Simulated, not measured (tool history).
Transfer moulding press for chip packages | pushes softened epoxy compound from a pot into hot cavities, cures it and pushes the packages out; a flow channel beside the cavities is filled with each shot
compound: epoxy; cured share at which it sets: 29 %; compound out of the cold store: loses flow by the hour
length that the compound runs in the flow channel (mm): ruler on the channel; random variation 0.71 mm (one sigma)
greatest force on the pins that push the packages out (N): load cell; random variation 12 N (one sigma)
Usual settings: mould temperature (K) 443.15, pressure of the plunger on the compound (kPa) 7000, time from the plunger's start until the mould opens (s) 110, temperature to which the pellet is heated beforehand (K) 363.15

run   hour  mould temperature (K)  pressure of the plunger on the compound (kPa)  time from the plunger's start until the mould opens (s)  temperature to which the pellet is heated beforehand (K)  incoming compound's hours out of the cold store  length that the compound runs in the flow channel (mm)  greatest force on the pins that push the packages out (N)
  1    0.0                 443.15                                           7000                                                      110                                                    363.15                                             34.0                                                   486.0                                                        968
       3.3  -- cavities cleaned with cleaning compound and waxed
  2    8.1                 443.15                                           7000                                                      110                                                    363.15                                             31.0                                                   494.6                                                        665
  3   18.2                 443.15                                           7000                                                      110                                                    363.15                                              9.7                                                   574.4                                                        836
  4   27.7                 443.15                                           7000                                                      110                                                    363.15                                             21.9                                                   526.5                                                        806
  5   33.6                 443.15                                           7000                                                      110                                                    363.15                                             26.1                                                   511.7                                                        870
  6   45.4                 443.15                                           8410                                                      110                                                    363.15                                             31.4                                                   541.0                                                        920
      51.8  -- plunger's sealing rings changed
  7   55.0                 443.15                                           8410                                                      110                                                    363.15                                             22.7                                                   584.4                                                        961
      58.4  -- cavities cleaned with cleaning compound and waxed
  8   64.3                 443.15                                           8410                                                      110                                                    363.15                                             34.2                                                   539.8                                                        666
  9   73.2                 443.15                                           8410                                                      110                                                    363.15                                             42.9                                                   506.4                                                        732
 10   85.0                 443.15                                           8410                                                      110                                                    363.15                                             12.9                                                   624.0                                                        911
 11   95.3                 443.15                                           7000                                                      110                                                    363.15                                             35.8                                                   484.6                                                        876
 12  105.0                 443.15                                           6260                                                      110                                                    363.15                                             10.1                                                   548.3                                                       1007
     111.5  -- cavities cleaned with cleaning compound and waxed
 13  112.9                 443.15                                           6260                                                      110                                                    363.15                                             47.5                                                   422.3                                                        612
 14  122.7                 443.15                                           7000                                                      110                                                    363.15                                             20.1                                                   539.6                                                        775
 15  132.4                 443.15                                           7000                                                      110                                                    363.15                                             43.3                                                   459.6                                                        780
 16  141.4                 449.15                                           6870                                                      129                                                    363.15                                             35.6                                                   465.6                                                        582
 17  149.0                 441.15                                           8330                                                      129                                                    363.15                                             29.7                                                   556.6                                                        777
 18  156.0                 443.15                                           5360                                                      110                                                    363.15                                             45.7                                                   394.7                                                        909
     164.0  -- cavities cleaned with cleaning compound and waxed
 19  165.7                 443.15                                           5360                                                      110                                                    363.15                                             27.4                                                   445.5                                                        631
 20  173.9                 450.15                                           6160                                                      140                                                    361.15                                             41.3                                                   421.5                                                        498
 21  179.6                 447.15                                           6160                                                      140                                                    361.15                                             22.8                                                   482.6                                                        503
 22  187.6                 441.15                                           5950                                                      140                                                    369.15                                              9.0                                                   539.5                                                        640
 23  193.5                 440.15                                           7000                                                      107                                                    372.15                                             41.1                                                   469.6                                                       1068
 24  204.4                 450.15                                           6070                                                      141                                                    363.15                                             40.4                                                   417.9                                                        604
 25  213.2                 448.15                                           5220                                                      141                                                    365.15                                             16.0                                                   464.3                                                        645
     216.8  -- cavities cleaned with cleaning compound and waxed
 26  222.3                 448.15                                           5220                                                      141                                                    365.15                                              9.1                                                   487.0                                                        458
 27  233.5                 442.15                                           6260                                                       92                                                    360.15                                             41.4                                                   438.1                                                       1206
 28  239.6                 439.15                                           8470                                                      101                                                    361.15                                             37.8                                                   530.7                                                       1353
     244.2  -- plunger's sealing rings changed
 29  254.0                 437.15                                           6900                                                      110                                                    362.15                                             39.1                                                   488.9                                                       1437

Forecast each of these 3 alternatives for the next run:
  A  265.3                 437.15                                           7800                                                      136                                                    369.15                                             21.9                                                       ?                                                          ?
  B  265.3                 437.15                                           6900                                                      101                                                    362.15                                             33.3                                                       ?                                                          ?
  C  265.3                 443.15                                           7000                                                      110                                                    365.15                                             35.2                                                       ?                                                          ?

run  length that the compound runs in the flow channel (mm)  greatest force on the pins that push the packages out (N)
  A                                                   583.5                                                       1021
  B                                                   508.7                                                       1798
  C                                                   487.9                                                        943
Without the tool's hidden state the same runs would have given:
run  length that the compound runs in the flow channel (mm)  greatest force on the pins that push the packages out (N)
  A                                                   581.5                                                        603
  B                                                   507.1                                                       1062
  C                                                   486.7                                                        561

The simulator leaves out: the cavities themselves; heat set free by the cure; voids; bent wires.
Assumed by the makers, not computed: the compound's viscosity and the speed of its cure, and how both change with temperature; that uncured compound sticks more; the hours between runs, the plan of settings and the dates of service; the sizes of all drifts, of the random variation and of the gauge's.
